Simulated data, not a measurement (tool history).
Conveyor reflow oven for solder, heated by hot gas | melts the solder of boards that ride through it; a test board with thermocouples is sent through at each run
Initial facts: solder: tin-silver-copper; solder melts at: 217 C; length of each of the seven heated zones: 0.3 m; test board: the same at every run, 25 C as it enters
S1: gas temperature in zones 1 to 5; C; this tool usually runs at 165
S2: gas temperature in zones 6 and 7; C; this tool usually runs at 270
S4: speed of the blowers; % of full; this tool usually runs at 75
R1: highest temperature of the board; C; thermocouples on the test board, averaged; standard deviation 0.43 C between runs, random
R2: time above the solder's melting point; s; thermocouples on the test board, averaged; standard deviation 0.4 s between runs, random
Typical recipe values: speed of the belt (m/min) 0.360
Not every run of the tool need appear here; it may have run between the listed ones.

run 1 hour=0.0 | S1=165 S2=270 speed_of_the_belt_(m/min)=0.360 S4=75 | R1=255.8 R2=75.3
run 2 hour=23.5 | S1=165 S2=270 speed_of_the_belt_(m/min)=0.360 S4=75 | R1=254.9 R2=76.2
run 3 hour=52.6 | S1=165 S2=270 speed_of_the_belt_(m/min)=0.360 S4=68 | R1=254.0 R2=74.3
run 4 hour=69.4 | S1=165 S2=270 speed_of_the_belt_(m/min)=0.360 S4=68 | R1=253.4 R2=74.3
run 5 hour=87.4 | S1=165 S2=270 speed_of_the_belt_(m/min)=0.360 S4=68 | R1=253.0 R2=73.5
run 6 hour=100.6 | S1=165 S2=270 speed_of_the_belt_(m/min)=0.360 S4=68 | R1=253.5 R2=73.9
run 7 hour=124.3 | S1=176 S2=270 speed_of_the_belt_(m/min)=0.360 S4=75 | R1=256.5 R2=81.5
run 8 hour=145.7 | S1=176 S2=270 speed_of_the_belt_(m/min)=0.360 S4=75 | R1=256.4 R2=81.5
run 9 hour=159.3 | S1=176 S2=270 speed_of_the_belt_(m/min)=0.360 S4=75 | R1=255.9 R2=81.2
run 10 hour=173.7 | S1=176 S2=270 speed_of_the_belt_(m/min)=0.360 S4=75 | R1=256.0 R2=81.8
run 11 hour=189.5 | S1=176 S2=270 speed_of_the_belt_(m/min)=0.311 S4=75 | R1=259.9 R2=98.9
run 12 hour=217.8 | S1=176 S2=270 speed_of_the_belt_(m/min)=0.311 S4=75 | R1=258.5 R2=98.6
run 13 hour=235.9 | S1=176 S2=270 speed_of_the_belt_(m/min)=0.311 S4=75 | R1=259.4 R2=97.9
run 14 hour=254.5 | S1=176 S2=270 speed_of_the_belt_(m/min)=0.311 S4=75 | R1=260.2 R2=97.9
run 15 hour=273.5 | S1=165 S2=270 speed_of_the_belt_(m/min)=0.351 S4=71 | R1=254.0 R2=76.3
run 16 hour=292.9 | S1=165 S2=270 speed_of_the_belt_(m/min)=0.301 S4=59 | R1=256.5 R2=93.4
run 17 hour=322.6 | S1=167 S2=271 speed_of_the_belt_(m/min)=0.404 S4=51 | R1=244.9 R2=56.4
run 18 hour=341.7 | S1=165 S2=274 speed_of_the_belt_(m/min)=0.360 S4=60 | R1=254.3 R2=73.6
run 19 hour=371.3 | S1=165 S2=276 speed_of_the_belt_(m/min)=0.360 S4=75 | R1=258.9 R2=77.7
run 20 hour=399.9 | S1=165 S2=258 speed_of_the_belt_(m/min)=0.360 S4=75 | R1=241.8 R2=63.0
run 21 hour=426.9 | S1=167 S2=258 speed_of_the_belt_(m/min)=0.425 S4=54 | R1=232.8 R2=37.1
run 22 hour=441.5 | S1=170 S2=283 speed_of_the_belt_(m/min)=0.360 S4=75 | R1=264.5 R2=85.6
run 23 hour=462.4 | S1=170 S2=283 speed_of_the_belt_(m/min)=0.360 S4=75 | R1=265.0 R2=85.3
run 24 hour=478.8 | S1=165 S2=270 speed_of_the_belt_(m/min)=0.360 S4=79 | R1=252.8 R2=73.9
run 25 hour=501.9 | S1=168 S2=270 speed_of_the_belt_(m/min)=0.302 S4=79 | R1=258.4 R2=97.6

Below are 4 alternative next runs, each starting from the tool's condition after run 25. Predict each:
run A hour=525.8 | S1=165 S2=270 speed_of_the_belt_(m/min)=0.360 S4=76 | R1=? R2=?
run B hour=525.8 | S1=168 S2=271 speed_of_the_belt_(m/min)=0.346 S4=67 | R1=? R2=?
run C hour=525.8 | S1=159 S2=270 speed_of_the_belt_(m/min)=0.360 S4=75 | R1=? R2=?
run D hour=525.8 | S1=165 S2=270 speed_of_the_belt_(m/min)=0.360 S4=79 | R1=? R2=?

run=A R1=252.0 R2=73.3
run=B R1=253.9 R2=78.9
run=C R1=251.1 R2=69.4
run=D R1=252.5 R2=74.7
The same runs, with their run-to-run variation unchanged, on a tool lacking any hidden condition would have given:
run=A R1=254.7 R2=74.5
run=B R1=256.3 R2=79.6
run=C R1=253.8 R2=70.9
run=D R1=255.2 R2=75.8
